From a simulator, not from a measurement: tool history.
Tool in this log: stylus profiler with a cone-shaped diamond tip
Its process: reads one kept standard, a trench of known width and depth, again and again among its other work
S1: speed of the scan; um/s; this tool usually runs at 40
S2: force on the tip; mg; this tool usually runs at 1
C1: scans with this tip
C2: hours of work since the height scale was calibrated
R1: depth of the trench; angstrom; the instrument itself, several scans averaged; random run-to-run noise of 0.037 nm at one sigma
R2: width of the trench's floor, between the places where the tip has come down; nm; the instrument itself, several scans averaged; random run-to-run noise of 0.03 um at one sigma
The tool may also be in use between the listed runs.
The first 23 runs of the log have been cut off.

-- hour=287.3 height scale calibrated on a step standard
run 24 hour=302.2 | S1=52 S2=0.48 | C1=2555 C2=12 | R1=1004.6 R2=28130
run 25 hour=319.8 | S1=52 S2=0.48 | C1=2712 C2=25 | R1=1004.3 R2=28110
-- hour=324.6 height scale calibrated on a step standard, once more
run 26 hour=331.3 | S1=52 S2=0.48 | C1=2811 C2=5 | R1=1003.7 R2=28090
run 27 hour=345.5 | S1=63 S2=0.57 | C1=2937 C2=16 | R1=1005.2 R2=28000
run 28 hour=356.7 | S1=40 S2=0.35 | C1=3037 C2=25 | R1=1003.8 R2=28120
run 29 hour=364.5 | S1=40 S2=0.35 | C1=3107 C2=31 | R1=1003.1 R2=28130
run 30 hour=372.8 | S1=93 S2=1 | C1=3181 C2=37 | R1=1007.4 R2=28050
run 31 hour=387.2 | S1=93 S2=1 | C1=3309 C2=48 | R1=1007.6 R2=28060
run 32 hour=397.6 | S1=93 S2=0.62 | C1=3402 C2=57 | R1=1005.2 R2=27970
run 33 hour=408.1 | S1=30 S2=0.57 | C1=3496 C2=65 | R1=1004.4 R2=28150
run 34 hour=424.4 | S1=91 S2=0.57 | C1=3641 C2=77 | R1=1004.2 R2=27820
run 35 hour=435.4 | S1=18 S2=2.92 | C1=3739 C2=86 | R1=1014.8 R2=28210
run 36 hour=452.8 | S1=120 S2=0.44 | C1=3895 C2=99 | R1=1003.2 R2=27680
run 37 hour=463.7 | S1=75 S2=0.95 | C1=3992 C2=108 | R1=1006.8 R2=27980
run 38 hour=476.4 | S1=55 S2=0.75 | C1=4105 C2=117 | R1=1005.6 R2=28010
run 39 hour=492.9 | S1=57 S2=0.44 | C1=4252 C2=130 | R1=1003.8 R2=27890
run 40 hour=503.9 | S1=28 S2=1.02 | C1=4350 C2=139 | R1=1007 R2=28090
run 41 hour=516.7 | S1=28 S2=1.02 | C1=4465 C2=149 | R1=1007.1 R2=28130
run 42 hour=529.5 | S1=28 S2=1.02 | C1=4579 C2=159 | R1=1006.8 R2=28160
run 43 hour=543.6 | S1=20 S2=1.68 | C1=4705 C2=169 | R1=1009.8 R2=28150
run 44 hour=557 | S1=136 S2=0.56 | C1=4825 C2=180 | R1=1003.9 R2=27540
run 45 hour=567.5 | S1=136 S2=0.56 | C1=4918 C2=188 | R1=1003.4 R2=27610
run 46 hour=575.8 | S1=105 S2=1.66 | C1=4992 C2=194 | R1=1009.6 R2=27870

Consider 3 possible next runs. They are alternatives, not a sequence: every one starts from the tool as it was left by run 46. What does each give?
run A hour=586.3 | S1=105 S2=1.05 | C1=5085 C2=203 | R1=? R2=?
run B hour=586.3 | S1=111 S2=2.17 | C1=5085 C2=203 | R1=? R2=?
run C hour=586.3 | S1=24 S2=0.75 | C1=5085 C2=203 | R1=? R2=?

run=A R1=1007.6 R2=27810
run=B R1=1011.4 R2=27930
run=C R1=1005 R2=28060
Take away the tool's hidden state, keep each run's random variation, and the runs would have read:
run=A R1=1008.6 R2=28260
run=B R1=1012.4 R2=28380
run=C R1=1006 R2=28520

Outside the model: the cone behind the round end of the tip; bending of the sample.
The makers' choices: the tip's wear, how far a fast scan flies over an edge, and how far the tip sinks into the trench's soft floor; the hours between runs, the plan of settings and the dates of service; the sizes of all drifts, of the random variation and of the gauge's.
